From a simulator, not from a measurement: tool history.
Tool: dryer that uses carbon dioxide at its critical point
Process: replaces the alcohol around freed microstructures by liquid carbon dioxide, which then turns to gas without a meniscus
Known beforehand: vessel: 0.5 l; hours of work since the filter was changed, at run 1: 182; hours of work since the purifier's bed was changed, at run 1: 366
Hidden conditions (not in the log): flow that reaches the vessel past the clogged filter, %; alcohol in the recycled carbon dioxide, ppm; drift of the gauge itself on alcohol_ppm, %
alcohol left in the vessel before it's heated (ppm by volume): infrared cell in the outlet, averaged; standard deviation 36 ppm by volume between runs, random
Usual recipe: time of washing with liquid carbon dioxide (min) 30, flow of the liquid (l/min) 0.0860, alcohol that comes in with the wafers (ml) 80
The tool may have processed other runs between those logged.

run	hour	time of washing with liquid carbon dioxide (min)	flow of the liquid (l/min)	alcohol that comes in with the wafers (ml)	hours of work since the filter was changed	hours of work since the purifier's bed was changed	alcohol left in the vessel before it's heated (ppm by volume)
1	0.0	30	0.0860	80	182	366	2900
2	24.2	30	0.0860	80	201	385	2924
3	41.9	30	0.0860	80	215	399	3060
4	61.4	30	0.0560	80	230	415	12187
5	76.6	30	0.0560	80	242	427	12257
6	95.5	30	0.0560	80	257	442	12561
7	111.2	41	0.0895	21	269	454	239
8	135.1	48	0.0669	21	288	473	418
9	148.7	27	0.0738	27	299	483	2754
10	170.5	33	0.1196	60	316	501	406

Forecast each of these 4 alternatives for the next run:
A	195.3	24	0.0520	85	336	520	?
B	195.3	30	0.0866	32	336	520	?
C	195.3	42	0.0744	21	336	520	?
D	195.3	34	0.1196	60	336	520	?

run	alcohol left in the vessel before it's heated (ppm by volume)
A	26020
B	1367
C	487
D	359
With the hidden condition removed and each run's random variation left untouched, the same runs would have given:
run	alcohol left in the vessel before it's heated (ppm by volume)
A	21750
B	891
C	264
D	156
